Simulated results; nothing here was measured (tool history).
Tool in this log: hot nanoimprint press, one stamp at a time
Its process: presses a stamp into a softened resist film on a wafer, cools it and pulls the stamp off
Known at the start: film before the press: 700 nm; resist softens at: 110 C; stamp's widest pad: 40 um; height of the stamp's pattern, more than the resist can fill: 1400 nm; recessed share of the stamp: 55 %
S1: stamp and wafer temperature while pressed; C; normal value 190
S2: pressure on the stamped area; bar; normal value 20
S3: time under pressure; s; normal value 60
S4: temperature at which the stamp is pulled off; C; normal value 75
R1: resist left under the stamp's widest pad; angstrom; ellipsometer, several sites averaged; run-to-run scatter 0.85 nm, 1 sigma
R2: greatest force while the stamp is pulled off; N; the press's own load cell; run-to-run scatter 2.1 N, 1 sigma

run    hour   S1    S2  S3  S4    R1   R2
  1       0  190    20  60  75  2988   99
  2    31.1  190    20  60  75  2996   96
  3    72.1  190    20  60  75  2990   98
  4   137.4  190    20  60  75  2968   93
  5   192.8  190    20  60  75  2971   97
      228.7  -- stamp cleaned and given a new release coat
  6   241.7  190    20  60  75  2999   94
      287.5  -- plate thermocouple calibrated
  7   287.5  190    20  60  75  2998   98
  8     343  190    20  60  80  2996   89
  9   405.4  190    20  60  72  3007   98
 10   474.3  190    20  60  72  3019   97
 11   538.7  190    20  60  72  3003  101
 12   600.1  190    20  42  75  3399   94
      640.8  -- press's hydraulic seals changed and the load cell set to zero
 13   665.7  190    20  42  75  3403   92
 14     731  190    20  42  75  3385   98
 15   778.5  190    20  42  75  3387   93
      816.5  -- stamp cleaned and given a new release coat
 16   849.4  190    12  60  78  3804   92
 17   889.9  190    12  60  78  3813   90
 18   919.1  199    12  60  61  3014  105
 19   987.7  199    12  91  61  2567  103
 20  1018.3  190  13.4  60  72  3623   98
 21  1074.8  187  13.4  30  72  4756   96
 22  1112.2  190  26.7  60  75  2588   93
 23  1153.8  190    20  31  75  3753   96
     1185.8  -- plate thermocouple calibrated
 24  1188.3  195    20  60  76  2589   97
 25  1231.2  189    20  60  76  3059   97
 26  1278.4  190    20  60  81  3012   91
 27  1346.8  181  12.5  47  83  5002   87
       1396  -- stamp cleaned and given a new release coat
 28  1411.7  190    20  52  75  3151   92
 29  1477.2  196  30.5  60  75  2004   95
 30  1525.6  196  30.5  60  75  2006   96

Each row is a separate what-if for the run after 30, all from the same tool condition, not one after another. Results?
  A  1583.6  196  12.4  60  75   ?   ?
  B  1583.6  184  30.5  96  81   ?   ?
  C  1583.6  196  15.5  60  83   ?   ?
  D  1583.6  181  30.5  60  75   ?   ?

run    R1   R2
  A  3194  100
  B  2439   90
  C  2857   89
  D  3189   94
Stripped of hidden state, with their random variation kept, the same runs would have yielded:
run    R1  R2
  A  3194  99
  B  2438  90
  C  2857  88
  D  3187  94

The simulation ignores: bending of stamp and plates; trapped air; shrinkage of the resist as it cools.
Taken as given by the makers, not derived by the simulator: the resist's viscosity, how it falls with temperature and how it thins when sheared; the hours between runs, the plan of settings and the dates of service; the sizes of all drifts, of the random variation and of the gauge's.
